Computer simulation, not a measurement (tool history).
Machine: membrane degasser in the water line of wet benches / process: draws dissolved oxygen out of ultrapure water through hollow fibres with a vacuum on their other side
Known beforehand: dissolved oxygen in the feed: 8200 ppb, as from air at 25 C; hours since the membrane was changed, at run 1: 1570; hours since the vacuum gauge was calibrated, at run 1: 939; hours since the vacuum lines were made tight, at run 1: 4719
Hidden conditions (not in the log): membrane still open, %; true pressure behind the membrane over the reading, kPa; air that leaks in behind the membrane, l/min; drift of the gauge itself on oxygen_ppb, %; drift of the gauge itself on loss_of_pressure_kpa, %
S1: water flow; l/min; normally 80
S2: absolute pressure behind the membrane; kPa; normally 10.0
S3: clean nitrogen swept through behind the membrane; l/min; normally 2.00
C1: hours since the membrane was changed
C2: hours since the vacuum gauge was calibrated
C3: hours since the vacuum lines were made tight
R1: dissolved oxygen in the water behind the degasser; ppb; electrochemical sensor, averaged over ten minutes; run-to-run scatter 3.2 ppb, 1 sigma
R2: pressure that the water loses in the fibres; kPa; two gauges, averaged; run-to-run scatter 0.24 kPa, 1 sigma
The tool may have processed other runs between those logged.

Run 1, hour 0.0: usual settings; C1 1570; C2 939; C3 4719. Result: R1 519.7 ppb, R2 62.89 kPa.
Run 2, hour 37.4: usual settings but S1 118 l/min; C1 1607; C2 977; C3 4757. Result: R1 700.9 ppb, R2 93.05 kPa.
Run 3, hour 72.3: usual settings but S1 118 l/min; C1 1642; C2 1011; C3 4791. Result: R1 707.1 ppb, R2 93.67 kPa.
At hour 96.6: seals of the vacuum lines changed.
Run 4, hour 109.9: usual settings but S1 118 l/min; C1 1677; C2 1047; C3 13. Result: R1 706.9 ppb, R2 93.54 kPa.
Run 5, hour 165.2: usual settings but S1 118 l/min, S2 18.3 kPa; C1 1733; C2 1102; C3 69. Result: R1 1441.2 ppb, R2 93.93 kPa.
Run 6, hour 225.9: usual settings but S1 118 l/min, S2 18.3 kPa; C1 1793; C2 1163; C3 129. Result: R1 1440.7 ppb, R2 93.94 kPa.
Run 7, hour 293.6: usual settings but S1 118 l/min, S2 18.3 kPa; C1 1861; C2 1231; C3 197. Result: R1 1434.6 ppb, R2 93.74 kPa.
Run 8, hour 332.6: usual settings but S1 118 l/min, S2 18.3 kPa; C1 1900; C2 1270; C3 236. Result: R1 1453.4 ppb, R2 93.97 kPa.
Run 9, hour 373.3: usual settings but S1 118 l/min, S2 18.3 kPa; C1 1941; C2 1311; C3 277. Result: R1 1446.6 ppb, R2 93.71 kPa.
Run 10, hour 426.9: usual settings but S1 118 l/min, S2 18.3 kPa; C1 1994; C2 1364; C3 330. Result: R1 1453.5 ppb, R2 94.17 kPa.
Run 11, hour 498.8: usual settings but S1 118 l/min, S2 18.3 kPa; C1 2066; C2 1436; C3 402. Result: R1 1423.7 ppb, R2 94.28 kPa.
Run 12, hour 543.5: usual settings but S1 118 l/min, S2 18.3 kPa; C1 2111; C2 1481; C3 447. Result: R1 1439.9 ppb, R2 93.71 kPa.
Run 13, hour 595.5: usual settings but S1 118 l/min, S2 18.3 kPa; C1 2163; C2 1533; C3 499. Result: R1 1452.8 ppb, R2 93.85 kPa.
Run 14, hour 638.9: usual settings but S2 14.4 kPa; C1 2206; C2 1576; C3 542. Result: R1 829.9 ppb, R2 63.90 kPa.
At hour 644.4: vacuum gauge calibrated.
Run 15, hour 719.6: usual settings but S2 14.4 kPa; C1 2287; C2 75; C3 623. Result: R1 849.3 ppb, R2 63.76 kPa.
Run 16, hour 765.7: usual settings but S2 14.4 kPa; C1 2333; C2 121; C3 669. Result: R1 830.2 ppb, R2 63.87 kPa.
Run 17, hour 840.5: usual settings but S1 114 l/min, S2 9.6 kPa; C1 2408; C2 196; C3 743. Result: R1 665.7 ppb, R2 90.98 kPa.
Run 18, hour 910.3: usual settings but S1 90 l/min, S3 2.06 l/min; C1 2477; C2 266; C3 813. Result: R1 568.5 ppb, R2 71.63 kPa.
At hour 927.4: vacuum gauge calibrated, once more.
Run 19, hour 966.9: usual settings but S1 127 l/min, S2 9.1 kPa, S3 4.38 l/min; C1 2534; C2 39; C3 869. Result: R1 380.3 ppb, R2 101.79 kPa.
Run 20, hour 1043.2: usual settings but S1 127 l/min, S2 9.1 kPa, S3 4.38 l/min; C1 2610; C2 116; C3 946. Result: R1 377.3 ppb, R2 101.84 kPa.
Run 21, hour 1090.6: usual settings but S2 10.2 kPa, S3 1.11 l/min; C1 2657; C2 163; C3 993. Result: R1 814.8 ppb, R2 64.05 kPa.
Run 22, hour 1158.6: usual settings but S2 10.2 kPa, S3 1.11 l/min; C1 2725; C2 231; C3 1061. Result: R1 813.6 ppb, R2 63.67 kPa.
Run 23, hour 1209.3: usual settings but S1 84 l/min, S2 11.4 kPa; C1 2776; C2 282; C3 1112. Result: R1 647.8 ppb, R2 67.21 kPa.
Run 24, hour 1284.0: usual settings but S1 84 l/min, S2 11.4 kPa; C1 2851; C2 357; C3 1186. Result: R1 653.3 ppb, R2 67.48 kPa.
Run 25, hour 1350.9: usual settings but S1 120 l/min, S2 10.3 kPa, S3 2.71 l/min; C1 2918; C2 423; C3 1253. Result: R1 602.2 ppb, R2 96.21 kPa.
Run 26, hour 1432.3: usual settings but S1 103 l/min, S3 2.46 l/min; C1 2999; C2 505; C3 1335. Result: R1 558.0 ppb, R2 82.73 kPa.
Run 27, hour 1468.9: usual settings but S1 67 l/min, S2 6.2 kPa, S3 1.47 l/min; C1 3035; C2 541; C3 1371. Result: R1 266.5 ppb, R2 53.57 kPa.
Run 28, hour 1523.0: usual settings but S1 67 l/min, S2 6.2 kPa, S3 1.47 l/min; C1 3090; C2 596; C3 1425. Result: R1 267.2 ppb, R2 54.28 kPa.
Run 29, hour 1602.3: usual settings but S1 110 l/min, S2 6.4 kPa, S3 1.47 l/min; C1 3169; C2 675; C3 1505. Result: R1 416.6 ppb, R2 88.66 kPa.
Run 30, hour 1680.2: usual settings but S1 110 l/min, S2 6.4 kPa, S3 1.47 l/min; C1 3247; C2 753; C3 1583. Result: R1 418.6 ppb, R2 88.91 kPa.
Run 31, hour 1752.4: usual settings but S1 122 l/min; C1 3319; C2 825; C3 1655. Result: R1 735.4 ppb, R2 98.98 kPa.
Run 32, hour 1809.0: usual settings but S1 111 l/min, S2 16.5 kPa, S3 1.06 l/min; C1 3376; C2 882; C3 1711. Result: R1 1817.5 ppb, R2 89.73 kPa.

Alternative continuations, all from the tool just after run 32; predict every row:
Run A, hour 1875.5: usual settings but S2 13.0 kPa, S3 0.89 l/min; C1 3442; C2 948; C3 1778. Result: R1 ?, R2 ?.
Run B, hour 1875.5: usual settings but S1 61 l/min, S2 23.4 kPa, S3 1.06 l/min; C1 3442; C2 948; C3 1778. Result: R1 ?, R2 ?.
Run C, hour 1875.5: usual settings but S1 81 l/min, S2 12.8 kPa, S3 1.25 l/min; C1 3442; C2 948; C3 1778. Result: R1 ?, R2 ?.

run      R1     R2
  A  1263.4  64.41
  B  1791.8  49.24
  C  1023.7  65.51
Stripped of hidden state, with their random variation kept, the same runs would have yielded:
run      R1     R2
  A  1259.6  62.21
  B  1787.9  47.56
  C  1018.3  63.28
